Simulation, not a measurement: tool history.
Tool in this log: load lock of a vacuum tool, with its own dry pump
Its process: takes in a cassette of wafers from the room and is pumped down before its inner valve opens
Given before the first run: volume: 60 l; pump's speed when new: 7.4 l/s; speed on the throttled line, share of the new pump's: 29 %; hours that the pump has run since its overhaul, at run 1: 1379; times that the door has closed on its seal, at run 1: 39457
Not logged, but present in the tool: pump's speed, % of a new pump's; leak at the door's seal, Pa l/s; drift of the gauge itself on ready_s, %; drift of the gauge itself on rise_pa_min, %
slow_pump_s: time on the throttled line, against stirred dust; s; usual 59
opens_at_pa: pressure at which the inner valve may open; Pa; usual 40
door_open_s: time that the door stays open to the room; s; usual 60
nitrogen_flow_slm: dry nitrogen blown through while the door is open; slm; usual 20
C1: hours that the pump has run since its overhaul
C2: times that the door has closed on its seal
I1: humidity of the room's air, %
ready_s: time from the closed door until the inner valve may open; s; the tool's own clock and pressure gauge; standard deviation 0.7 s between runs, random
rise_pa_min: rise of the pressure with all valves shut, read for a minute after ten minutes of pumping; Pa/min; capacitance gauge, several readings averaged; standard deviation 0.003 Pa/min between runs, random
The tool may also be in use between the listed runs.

Run 1, hour 0: usual settings; C1 1379; C2 39457; I1 43.5. Result: ready_s 105.3 s, rise_pa_min 0.021 Pa/min.
Run 2, hour 186.9: usual settings; C1 1566; C2 40236; I1 51. Result: ready_s 106.1 s, rise_pa_min 0.024 Pa/min.
Run 3, hour 327.5: usual settings; C1 1706; C2 40823; I1 45.1. Result: ready_s 104.7 s, rise_pa_min 0.016 Pa/min.
Run 4, hour 512.8: usual settings but opens_at_pa 48 Pa; C1 1892; C2 41595; I1 45.6. Result: ready_s 103.9 s, rise_pa_min 0.02 Pa/min.
Run 5, hour 698.1: usual settings but door_open_s 33 s; C1 2077; C2 42368; I1 43. Result: ready_s 106.3 s, rise_pa_min 0.013 Pa/min.
Run 6, hour 883.5: usual settings but slow_pump_s 95 s, opens_at_pa 38 Pa, door_open_s 115 s, nitrogen_flow_slm 6 slm; C1 2262; C2 43141; I1 43.1. Result: ready_s 132.2 s, rise_pa_min 0.039 Pa/min.
Run 7, hour 1012: usual settings but slow_pump_s 32 s, opens_at_pa 68 Pa, door_open_s 35 s, nitrogen_flow_slm 4 slm; C1 2391; C2 43677; I1 46.5. Result: ready_s 82.4 s, rise_pa_min 0.026 Pa/min.
Run 8, hour 1137.2: usual settings but slow_pump_s 32 s, opens_at_pa 68 Pa, door_open_s 35 s, nitrogen_flow_slm 4 slm; C1 2516; C2 44199; I1 45.8. Result: ready_s 81.6 s, rise_pa_min 0.024 Pa/min.
Run 9, hour 1268.3: usual settings but slow_pump_s 32 s, opens_at_pa 68 Pa, door_open_s 35 s, nitrogen_flow_slm 4 slm; C1 2647; C2 44745; I1 47. Result: ready_s 81.8 s, rise_pa_min 0.027 Pa/min.
Run 10, hour 1379: usual settings but slow_pump_s 62 s, opens_at_pa 68 Pa, door_open_s 128 s, nitrogen_flow_slm 9 slm; C1 2758; C2 45207; I1 45.1. Result: ready_s 102.8 s, rise_pa_min 0.039 Pa/min.

Here are 5 independent what-if runs from the current tool condition. What would each one return?
At hour 1503.9: door's seal changed, seat wiped.
Run A, hour 1557.5: usual settings but slow_pump_s 62 s, opens_at_pa 68 Pa, door_open_s 167 s, nitrogen_flow_slm 30 slm; C1 2935; C2 224; I1 45.9. Result: ready_s ?, rise_pa_min ?.
At hour 1503.9: door's seal changed, seat wiped.
Run B, hour 1557.5: usual settings but slow_pump_s 50 s, door_open_s 160 s; C1 2935; C2 224; I1 43.1. Result: ready_s ?, rise_pa_min ?.
At hour 1503.9: door's seal changed, seat wiped.
Run C, hour 1557.5: usual settings but slow_pump_s 62 s, opens_at_pa 42 Pa, door_open_s 128 s, nitrogen_flow_slm 38 slm; C1 2935; C2 224; I1 45.5. Result: ready_s ?, rise_pa_min ?.
At hour 1503.9: door's seal changed, seat wiped.
Run D, hour 1557.5: usual settings but door_open_s 196 s, nitrogen_flow_slm 17 slm; C1 2935; C2 224; I1 48.2. Result: ready_s ?, rise_pa_min ?.
At hour 1503.9: door's seal changed, seat wiped.
Run E, hour 1557.5: usual settings but door_open_s 197 s, nitrogen_flow_slm 6 slm; C1 2935; C2 224; I1 43.9. Result: ready_s ?, rise_pa_min ?.

run  ready_s  rise_pa_min
  A    102.8         0.02
  B     98.2        0.029
  C    107.8        0.022
  D    105.8        0.034
  E    106.1        0.046
Without the tool's unlogged condition, the same runs would have read:
run  ready_s  rise_pa_min
  A    102.8         0.02
  B     98.2        0.029
  C    107.8        0.022
  D    105.8        0.034
  E      106        0.046
